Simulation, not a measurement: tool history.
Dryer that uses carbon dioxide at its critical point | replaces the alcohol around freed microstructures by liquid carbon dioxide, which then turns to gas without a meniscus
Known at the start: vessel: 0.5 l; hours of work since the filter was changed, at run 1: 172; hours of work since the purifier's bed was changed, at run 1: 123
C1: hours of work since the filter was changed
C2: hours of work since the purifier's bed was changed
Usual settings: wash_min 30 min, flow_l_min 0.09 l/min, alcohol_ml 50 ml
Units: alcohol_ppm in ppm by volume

Run 1, hour 0: usual settings; C1 172; C2 123. Result: alcohol_ppm 1174 ppm by volume.
Run 2, hour 12: usual settings but flow_l_min 0.0814 l/min; C1 176; C2 127. Result: alcohol_ppm 1831 ppm by volume.
Run 3, hour 22: usual settings but flow_l_min 0.0814 l/min; C1 180; C2 131. Result: alcohol_ppm 1875 ppm by volume.
Run 4, hour 36.9: usual settings but alcohol_ml 71 ml; C1 186; C2 137. Result: alcohol_ppm 1659 ppm by volume.
Run 5, hour 51.4: usual settings but alcohol_ml 71 ml; C1 192; C2 142. Result: alcohol_ppm 1729 ppm by volume.
Run 6, hour 63.5: usual settings but flow_l_min 0.0924 l/min, alcohol_ml 71 ml; C1 196; C2 147. Result: alcohol_ppm 1539 ppm by volume.
Run 7, hour 74.1: usual settings but flow_l_min 0.0924 l/min, alcohol_ml 71 ml; C1 200; C2 151. Result: alcohol_ppm 1533 ppm by volume.
Run 8, hour 86.6: usual settings but flow_l_min 0.142 l/min, alcohol_ml 71 ml; C1 205; C2 156. Result: alcohol_ppm 119 ppm by volume.
Run 9, hour 96: usual settings but wash_min 36 min; C1 209; C2 160. Result: alcohol_ppm 540 ppm by volume.
Run 10, hour 110.9: usual settings but wash_min 36 min; C1 215; C2 165. Result: alcohol_ppm 565 ppm by volume.
Run 11, hour 121.3: usual settings but wash_min 36 min; C1 219; C2 169. Result: alcohol_ppm 550 ppm by volume.
Run 12, hour 133.9: usual settings but flow_l_min 0.0581 l/min, alcohol_ml 30 ml; C1 223; C2 174. Result: alcohol_ppm 3907 ppm by volume.
Run 13, hour 143.5: usual settings but wash_min 23 min, flow_l_min 0.0939 l/min, alcohol_ml 30 ml; C1 227; C2 178. Result: alcohol_ppm 1883 ppm by volume.
Run 14, hour 151.9: usual settings but wash_min 23 min, flow_l_min 0.0939 l/min, alcohol_ml 30 ml; C1 230; C2 181. Result: alcohol_ppm 1818 ppm by volume.
Run 15, hour 163.5: usual settings but wash_min 23 min, flow_l_min 0.0939 l/min, alcohol_ml 30 ml; C1 235; C2 186. Result: alcohol_ppm 1881 ppm by volume.
Run 16, hour 177.3: usual settings but wash_min 23 min, flow_l_min 0.0939 l/min, alcohol_ml 30 ml; C1 240; C2 191. Result: alcohol_ppm 1891 ppm by volume.
Run 17, hour 184.6: usual settings but flow_l_min 0.075 l/min; C1 243; C2 194. Result: alcohol_ppm 2925 ppm by volume.
Run 18, hour 200.2: usual settings but wash_min 31 min, flow_l_min 0.075 l/min; C1 249; C2 200. Result: alcohol_ppm 2667 ppm by volume.
Run 19, hour 213.4: usual settings but wash_min 21 min, flow_l_min 0.1383 l/min, alcohol_ml 42 ml; C1 254; C2 205. Result: alcohol_ppm 733 ppm by volume.
Run 20, hour 229.2: usual settings but wash_min 21 min, flow_l_min 0.0542 l/min, alcohol_ml 42 ml; C1 260; C2 211. Result: alcohol_ppm 14844 ppm by volume.
Run 21, hour 240: usual settings but wash_min 21 min, flow_l_min 0.0973 l/min, alcohol_ml 33 ml; C1 264; C2 215. Result: alcohol_ppm 2627 ppm by volume.
Run 22, hour 254.4: usual settings but wash_min 21 min, flow_l_min 0.0973 l/min, alcohol_ml 33 ml; C1 270; C2 221. Result: alcohol_ppm 2705 ppm by volume.

The same runs without the tool's hidden state, with the same run-to-run variation:
The hidden state here: flow that reaches the vessel past the clogged filter, %; alcohol in the recycled carbon dioxide, ppm; drift of the gauge itself on alcohol_ppm, %.
run  alcohol_ppm
  1          753
  2         1219
  3         1240
  4         1031
  5         1061
  6          920
  7          909
  8           46
  9          286
 10          296
 11          279
 12         2746
 13         1183
 14         1137
 15         1165
 16         1159
 17         1769
 18         1564
 19          352
 20        11389
 21         1577
 22         1611

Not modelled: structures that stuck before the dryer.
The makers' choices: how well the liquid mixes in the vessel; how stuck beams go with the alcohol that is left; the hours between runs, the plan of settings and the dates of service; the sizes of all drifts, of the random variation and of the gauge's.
